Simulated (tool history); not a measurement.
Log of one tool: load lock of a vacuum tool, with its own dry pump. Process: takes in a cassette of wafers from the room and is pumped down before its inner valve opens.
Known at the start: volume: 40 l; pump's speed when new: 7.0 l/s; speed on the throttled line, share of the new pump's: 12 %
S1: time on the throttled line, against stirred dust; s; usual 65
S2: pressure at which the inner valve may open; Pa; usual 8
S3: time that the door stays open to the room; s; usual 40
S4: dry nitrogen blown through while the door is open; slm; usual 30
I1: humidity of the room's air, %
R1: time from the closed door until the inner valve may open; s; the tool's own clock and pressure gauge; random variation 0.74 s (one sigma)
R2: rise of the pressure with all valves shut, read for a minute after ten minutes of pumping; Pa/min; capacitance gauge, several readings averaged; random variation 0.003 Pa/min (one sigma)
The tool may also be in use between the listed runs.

| run | hour | S1 | S2 | S3 | S4 | I1 | R1 | R2 |
|---|---|---|---|---|---|---|---|---|
| 1 | 0 | 65 | 8 | 40 | 30 | 39.7 | 121.3 | 0.013 |
| 2 | 129.7 | 65 | 8 | 141 | 30 | 46.3 | 122.7 | 0.044 |
| 3 | 198.4 | 65 | 8 | 40 | 30 | 48.7 | 122.5 | 0.02 |
| 4 | 338.5 | 65 | 13 | 40 | 30 | 45.7 | 118.2 | 0.018 |
| 5 | 417.4 | 65 | 13 | 40 | 30 | 44.9 | 118.8 | 0.018 |
| 6 | 521.7 | 65 | 14 | 40 | 30 | 44.7 | 118.1 | 0.02 |
| 7 | 581.1 | 122 | 14 | 40 | 30 | 42.4 | 168.8 | 0.016 |
| 8 | 689.2 | 65 | 15 | 40 | 30 | 42.9 | 117.4 | 0.021 |
| 9 | 794 | 65 | 8 | 40 | 30 | 46.1 | 122.9 | 0.016 |
| 10 | 891.7 | 65 | 8 | 40 | 30 | 49.1 | 124.1 | 0.024 |
| 11 | 974.9 | 65 | 8 | 40 | 30 | 49.3 | 123.2 | 0.02 |
| 12 | 1039.4 | 65 | 8 | 40 | 30 | 43.2 | 123.2 | 0.019 |
| 13 | 1097.2 | 65 | 8 | 40 | 14 | 43.5 | 123.6 | 0.029 |
| 14 | 1173.6 | 65 | 8 | 40 | 14 | 44.3 | 123.5 | 0.029 |
| 15 | 1292.9 | 65 | 8 | 40 | 30 | 47 | 123 | 0.024 |
| 16 | 1359.4 | 65 | 8 | 40 | 30 | 48.6 | 122.4 | 0.021 |
| 17 | 1417 | 65 | 8 | 40 | 30 | 42.5 | 122.2 | 0.02 |
| 18 | 1482 | 65 | 8 | 40 | 30 | 45.5 | 124.2 | 0.023 |
| 19 | 1594.7 | 65 | 10 | 40 | 7 | 42 | 121.6 | 0.035 |
| 20 | 1656.3 | 84 | 8 | 52 | 30 | 44.1 | 138.6 | 0.022 |
| 21 | 1725.6 | 84 | 7 | 52 | 30 | 46.2 | 140.8 | 0.022 |
| 22 | 1795.3 | 47 | 12 | 101 | 23 | 47.4 | 105.3 | 0.042 |
| 23 | 1865.2 | 47 | 15 | 101 | 23 | 42.9 | 103.5 | 0.039 |
| 24 | 1970.4 | 47 | 15 | 101 | 23 | 43.9 | 103.2 | 0.038 |
| 25 | 2093.3 | 35 | 15 | 42 | 8 | 47.6 | 93.3 | 0.042 |
| 26 | 2216.1 | 32 | 6 | 40 | 30 | 44.1 | 99.4 | 0.02 |
| 27 | 2281 | 105 | 6 | 40 | 30 | 43.5 | 162.5 | 0.02 |
| 28 | 2351.7 | 105 | 6 | 40 | 30 | 40.2 | 160.6 | 0.023 |
| 29 | 2413.5 | 105 | 16 | 224 | 30 | 44.2 | 153.3 | 0.061 |
| 30 | 2512.1 | 72 | 8 | 40 | 30 | 43.7 | 130.2 | 0.024 |
| 31 | 2583.6 | 65 | 8 | 40 | 5 | 46.3 | 124.3 | 0.042 |
| 32 | 2661.4 | 65 | 8 | 40 | 5 | 41.9 | 125.7 | 0.045 |
| 33 | 2743 | 65 | 8 | 40 | 5 | 43.8 | 125.6 | 0.041 |
| 34 | 2800.7 | 65 | 8 | 40 | 5 | 41.3 | 123.8 | 0.043 |
| 35 | 2883.7 | 47 | 8 | 39 | 5 | 42.9 | 110.3 | 0.042 |
| 36 | 2953.9 | 77 | 12 | 39 | 5 | 41.3 | 131.9 | 0.042 |

Measured less the same run without the tool's hidden state. The same run-to-run variation is in both; the gauge's scatter may not be:
The hidden state here: pump's speed, % of a new pump's; leak at the door's seal, Pa l/s; drift of the gauge itself on ready_s, %; drift of the gauge itself on rise_pa_min, %.
| run | R1 | R2 |
|---|---|---|
| 1 | +9.9 | +0.001 |
| 2 | +10.2 | +0.001 |
| 3 | +10.2 | +0.001 |
| 4 | +9.7 | +0.001 |
| 5 | +9.7 | +0.001 |
| 6 | +9.6 | +0.002 |
| 7 | +8.3 | +0.001 |
| 8 | +9.7 | +0.002 |
| 9 | +10.7 | +0.002 |
| 10 | +10.9 | +0.002 |
| 11 | +11 | +0.003 |
| 12 | +11 | +0.003 |
| 13 | +11.1 | +0.003 |
| 14 | +11.1 | +0.002 |
| 15 | +11.2 | +0.003 |
| 16 | +11.2 | +0.003 |
| 17 | +11.2 | +0.003 |
| 18 | +11.5 | +0.003 |
| 19 | +11.2 | +0.003 |
| 20 | +11 | +0.003 |
| 21 | +11.3 | +0.004 |
| 22 | +11.6 | +0.004 |
| 23 | +11.2 | +0.004 |
| 24 | +11.3 | +0.004 |
| 25 | +11.9 | +0.004 |
| 26 | +13.9 | +0.004 |
| 27 | +11.6 | +0.004 |
| 28 | +11.5 | +0.004 |
| 29 | +9.9 | +0.004 |
| 30 | +12.2 | +0.005 |
| 31 | +12.5 | +0.005 |
| 32 | +12.7 | +0.005 |
| 33 | +12.7 | +0.005 |
| 34 | +12.7 | +0.005 |
| 35 | +13.5 | +0.005 |
| 36 | +11.9 | +0.005 |

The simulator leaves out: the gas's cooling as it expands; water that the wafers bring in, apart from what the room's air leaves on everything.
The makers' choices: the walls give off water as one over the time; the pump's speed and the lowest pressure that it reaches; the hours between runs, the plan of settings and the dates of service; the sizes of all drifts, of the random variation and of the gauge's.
